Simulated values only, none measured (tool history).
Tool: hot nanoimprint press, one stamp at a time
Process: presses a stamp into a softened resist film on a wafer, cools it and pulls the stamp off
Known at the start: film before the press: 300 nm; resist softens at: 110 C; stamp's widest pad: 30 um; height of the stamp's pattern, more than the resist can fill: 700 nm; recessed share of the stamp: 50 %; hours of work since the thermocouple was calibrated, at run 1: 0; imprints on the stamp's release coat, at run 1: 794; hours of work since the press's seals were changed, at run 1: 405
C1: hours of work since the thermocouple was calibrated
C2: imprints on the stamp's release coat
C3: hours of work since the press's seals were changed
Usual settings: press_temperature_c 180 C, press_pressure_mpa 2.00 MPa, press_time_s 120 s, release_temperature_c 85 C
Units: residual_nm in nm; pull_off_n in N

Run 1, hour 0.0: usual settings; C1 0; C2 794; C3 405. Result: residual_nm 110.0 nm, pull_off_n 262 N.
Run 2, hour 35.4: usual settings; C1 22; C2 915; C3 427. Result: residual_nm 109.4 nm, pull_off_n 269 N.
Run 3, hour 54.8: usual settings; C1 34; C2 981; C3 439. Result: residual_nm 109.4 nm, pull_off_n 277 N.
Run 4, hour 89.6: usual settings; C1 55; C2 1100; C3 461. Result: residual_nm 108.9 nm, pull_off_n 279 N.
Run 5, hour 107.1: usual settings; C1 66; C2 1160; C3 471. Result: residual_nm 108.9 nm, pull_off_n 284 N.
Run 6, hour 138.9: usual settings; C1 86; C2 1268; C3 491. Result: residual_nm 108.6 nm, pull_off_n 284 N.
Run 7, hour 178.5: usual settings; C1 110; C2 1404; C3 515. Result: residual_nm 108.4 nm, pull_off_n 304 N.
Run 8, hour 200.2: usual settings; C1 124; C2 1478; C3 529. Result: residual_nm 108.1 nm, pull_off_n 312 N.
Run 9, hour 224.1: usual settings; C1 138; C2 1560; C3 544. Result: residual_nm 107.9 nm, pull_off_n 311 N.
At hour 236.3: stamp cleaned and given a new release coat.
Run 10, hour 250.0: usual settings; C1 151; C2 46; C3 556. Result: residual_nm 107.9 nm, pull_off_n 211 N.
Run 11, hour 283.6: usual settings; C1 171; C2 161; C3 577. Result: residual_nm 107.6 nm, pull_off_n 216 N.
Run 12, hour 303.3: usual settings but press_pressure_mpa 3.05 MPa; C1 183; C2 229; C3 589. Result: residual_nm 84.8 nm, pull_off_n 216 N.
Run 13, hour 343.8: usual settings but press_pressure_mpa 3.05 MPa; C1 208; C2 367; C3 614. Result: residual_nm 84.3 nm, pull_off_n 230 N.
Run 14, hour 380.1: usual settings but press_pressure_mpa 3.05 MPa; C1 231; C2 491; C3 636. Result: residual_nm 84.3 nm, pull_off_n 234 N.
Run 15, hour 409.7: usual settings; C1 249; C2 592; C3 654. Result: residual_nm 106.6 nm, pull_off_n 242 N.
At hour 438.1: plate thermocouple calibrated.
Run 16, hour 447.3: usual settings but press_temperature_c 191 C, press_pressure_mpa 2.02 MPa, release_temperature_c 71 C; C1 6; C2 710; C3 676. Result: residual_nm 76.9 nm, pull_off_n 362 N.
At hour 473.6: press's hydraulic seals changed and the load cell set to zero.
Run 17, hour 491.9: usual settings but press_pressure_mpa 1.86 MPa, press_time_s 142 s; C1 28; C2 835; C3 11. Result: residual_nm 107.1 nm, pull_off_n 272 N.
Run 18, hour 515.3: usual settings but press_temperature_c 170 C, press_pressure_mpa 1.86 MPa, press_time_s 142 s, release_temperature_c 78 C; C1 43; C2 915; C3 26. Result: residual_nm 154.8 nm, pull_off_n 329 N.
Run 19, hour 553.0: usual settings but press_temperature_c 174 C, press_pressure_mpa 2.76 MPa, release_temperature_c 74 C; C1 66; C2 1044; C3 49. Result: residual_nm 111.8 nm, pull_off_n 369 N.
Run 20, hour 581.4: usual settings but press_temperature_c 174 C, press_pressure_mpa 2.76 MPa, release_temperature_c 74 C; C1 84; C2 1141; C3 67. Result: residual_nm 111.6 nm, pull_off_n 373 N.
Run 21, hour 608.3: usual settings but press_temperature_c 179 C, release_temperature_c 73 C; C1 100; C2 1233; C3 83. Result: residual_nm 111.4 nm, pull_off_n 384 N.
Run 22, hour 649.6: usual settings but press_pressure_mpa 2.22 MPa, release_temperature_c 88 C; C1 126; C2 1374; C3 109. Result: residual_nm 101.0 nm, pull_off_n 276 N.
Run 23, hour 668.5: usual settings but press_pressure_mpa 2.22 MPa, release_temperature_c 88 C; C1 137; C2 1438; C3 120. Result: residual_nm 100.4 nm, pull_off_n 283 N.
Run 24, hour 691.4: usual settings but press_temperature_c 176 C, press_time_s 104 s; C1 151; C2 1517; C3 134. Result: residual_nm 129.4 nm, pull_off_n 309 N.
At hour 715.3: stamp cleaned and given a new release coat.
Run 25, hour 738.8: usual settings but press_temperature_c 185 C, press_pressure_mpa 1.86 MPa, press_time_s 62 s, release_temperature_c 89 C; C1 177; C2 80; C3 160. Result: residual_nm 117.3 nm, pull_off_n 185 N.

Run 26 comes next. What will it give?
Run 26, hour 779.1: usual settings but press_temperature_c 182 C, press_pressure_mpa 2.61 MPa, press_time_s 62 s, release_temperature_c 89 C; C1 202; C2 218; C3 185. Result: residual_nm ?, pull_off_n ?.

{"run 26": {"residual_nm": 106.5, "pull_off_n": 190}}
Without the tool's hidden state the same run would have given residual_nm 108.6 nm, pull_off_n 183 N.
